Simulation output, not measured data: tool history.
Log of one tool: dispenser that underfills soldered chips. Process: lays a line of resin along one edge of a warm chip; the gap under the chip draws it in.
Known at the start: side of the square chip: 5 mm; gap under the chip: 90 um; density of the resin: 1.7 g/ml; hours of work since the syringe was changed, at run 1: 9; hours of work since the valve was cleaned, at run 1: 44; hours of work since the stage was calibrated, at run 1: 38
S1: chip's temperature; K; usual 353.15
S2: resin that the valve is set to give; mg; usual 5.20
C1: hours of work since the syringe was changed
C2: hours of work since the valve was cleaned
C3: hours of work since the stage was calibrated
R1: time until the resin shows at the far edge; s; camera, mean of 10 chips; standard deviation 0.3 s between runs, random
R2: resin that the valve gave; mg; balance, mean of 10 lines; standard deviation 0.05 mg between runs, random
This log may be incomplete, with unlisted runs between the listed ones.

run,day,S1,S2,C1,C2,C3,R1,R2
1,0.000,353.15,5.20,9,44,38,6.3,4.95
# day 0.121: new syringe of resin
2,0.258,353.15,5.20,2,48,43,5.2,5.08
3,0.408,353.15,5.20,5,51,45,5.1,4.96
4,0.533,353.15,5.20,7,53,47,5.4,5.10
5,0.704,353.15,5.20,10,56,50,6.5,5.05
# day 0.775: new syringe of resin
6,0.942,359.15,5.20,3,60,54,3.6,5.07
7,1.158,353.15,6.32,7,64,58,5.0,6.06
# day 1.429: new syringe of resin
8,1.429,353.15,5.20,0,69,63,4.0,4.99
9,1.604,353.15,5.20,3,72,66,4.5,4.99
10,1.721,353.15,5.20,5,74,68,5.0,5.01
11,1.979,353.15,5.20,10,78,73,5.7,4.93
# day 2.079: new syringe of resin
12,2.112,353.15,5.20,1,80,75,4.5,5.02
13,2.346,353.15,5.20,5,85,79,4.5,4.88
14,2.458,353.15,5.20,7,87,81,5.7,4.82
15,2.571,353.15,5.20,9,89,83,5.6,4.94
16,2.696,353.15,5.20,11,91,85,6.2,4.89
# day 2.725: new syringe of resin
17,2.942,345.15,4.48,4,95,89,8.4,4.22

What does the tool deliver on the next run?
18,3.067,354.15,6.19,6,97,92,?,?

R1: 4.9 s
R2: 5.80 mg
With the hidden condition absent and the run-to-run variation left alone, this run would have shown R1 3.9 s, R2 6.15 mg.
